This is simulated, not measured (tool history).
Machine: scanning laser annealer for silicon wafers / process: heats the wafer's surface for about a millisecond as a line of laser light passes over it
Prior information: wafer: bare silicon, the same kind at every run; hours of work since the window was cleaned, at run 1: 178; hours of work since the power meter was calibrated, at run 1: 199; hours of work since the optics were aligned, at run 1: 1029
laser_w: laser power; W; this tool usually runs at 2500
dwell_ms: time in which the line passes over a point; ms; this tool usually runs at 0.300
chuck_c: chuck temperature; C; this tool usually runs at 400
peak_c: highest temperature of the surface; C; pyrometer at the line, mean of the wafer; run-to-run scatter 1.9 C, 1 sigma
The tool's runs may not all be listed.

run   hour  laser_w  dwell_ms  chuck_c  hours of work since the window was cleaned  hours of work since the power meter was calibrated  hours of work since the optics were aligned  peak_c
  1    0.0     2500     0.300      400                                         178                                                 199                                         1029    1215
  2   12.1     2500     0.300      400                                         187                                                 208                                         1038    1212
  3   23.5     2500     0.274      400                                         195                                                 216                                         1046    1177
  4   35.5     2500     0.274      400                                         203                                                 224                                         1054    1176
  5   44.2     2500     0.274      400                                         209                                                 230                                         1060    1172
  6   61.4     2500     0.274      400                                         221                                                 242                                         1072    1172
  7   69.1     2500     0.261      400                                         227                                                 248                                         1078    1153
  8   83.4     2500     0.261      400                                         237                                                 258                                         1088    1151
  9   92.2     2500     0.261      400                                         243                                                 264                                         1094    1153
 10  100.1     2500     0.261      400                                         248                                                 269                                         1099    1151
 11  114.4     2500     0.261      400                                         258                                                 279                                         1109    1154
     118.6  -- laser's power meter calibrated
 12  130.3     2500     0.247      404                                         267                                                   8                                         1118    1137
 13  137.6     2157     0.247      404                                         272                                                  13                                         1123    1028
 14  148.8     2224     0.351      385                                         280                                                  21                                         1131    1157
 15  158.0     2363     0.351      385                                         286                                                  27                                         1138    1208
 16  172.1     2500     0.360      365                                         296                                                  37                                         1147    1243
 17  181.6     2457     0.354      365                                         303                                                  44                                         1154    1224
 18  198.7     2490     0.294      415                                         315                                                  56                                         1166    1206
 19  209.6     2490     0.258      426                                         322                                                  63                                         1173    1170
     215.1  -- laser's power meter calibrated, once more
 20  223.1     2500     0.324      417                                         330                                                   6                                         1181    1253

Branching from run 20: 3 alternative next runs. What would each branch give?
  A  238.5     2725     0.300      400                                         340                                                  16                                         1192       ?
  B  238.5     2659     0.351      433                                         340                                                  16                                         1192       ?
  C  238.5     2500     0.300      423                                         340                                                  16                                         1192       ?

run  peak_c
  A    1275
  B    1355
  C    1223
Take away the tool's hidden state, keep each run's random variation, and the runs would have read:
run  peak_c
  A    1312
  B    1394
  C    1256

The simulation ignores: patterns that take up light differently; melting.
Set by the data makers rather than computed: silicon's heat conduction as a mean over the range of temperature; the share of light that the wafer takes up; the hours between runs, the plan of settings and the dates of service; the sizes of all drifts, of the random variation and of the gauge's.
